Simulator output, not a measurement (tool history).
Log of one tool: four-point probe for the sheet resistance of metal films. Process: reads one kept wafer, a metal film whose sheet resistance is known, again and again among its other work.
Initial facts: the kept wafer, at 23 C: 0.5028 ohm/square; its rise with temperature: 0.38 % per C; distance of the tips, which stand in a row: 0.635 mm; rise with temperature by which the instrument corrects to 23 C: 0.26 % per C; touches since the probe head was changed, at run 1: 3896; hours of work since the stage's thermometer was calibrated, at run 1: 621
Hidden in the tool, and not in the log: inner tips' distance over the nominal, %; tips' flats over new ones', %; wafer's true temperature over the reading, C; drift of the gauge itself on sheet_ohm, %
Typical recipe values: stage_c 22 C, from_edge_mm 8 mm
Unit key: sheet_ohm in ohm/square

run	hour	stage_c	from_edge_mm	touches since the probe head was changed	hours of work since the stage's thermometer was calibrated	sheet_ohm
1	0.0	22	8	3896	621	0.503970
2	24.0	22	45	4695	635	0.502351
3	38.4	22	45	5175	644	0.502235
4	60.5	22	45	5912	657	0.502262
5	73.6	22	45	6349	664	0.502341
6	101.4	22	8	7276	681	0.503889
7	121.1	22	8	7932	693	0.504044
8	150.3	22	8	8904	710	0.503884
9	179.9	33	33	9890	728	0.508430
10	198.7	18	56	10515	739	0.499820
11	220.7	21	8	11248	752	0.503336
12	245.6	24	3	12080	767	0.515160
13	259.3	24	3	12537	775	0.515284

Below are 3 alternative next runs, each starting from the tool's condition after run 13. Predict each:
A	286.3	30	63	13434	791	?
B	286.3	21	35	13434	791	?
C	286.3	35	60	13434	791	?

run	sheet_ohm
A	0.506769
B	0.501824
C	0.509368
The same runs, with their run-to-run variation unchanged, on a tool lacking any hidden condition would have given:
run	sheet_ohm
A	0.506814
B	0.501869
C	0.509413

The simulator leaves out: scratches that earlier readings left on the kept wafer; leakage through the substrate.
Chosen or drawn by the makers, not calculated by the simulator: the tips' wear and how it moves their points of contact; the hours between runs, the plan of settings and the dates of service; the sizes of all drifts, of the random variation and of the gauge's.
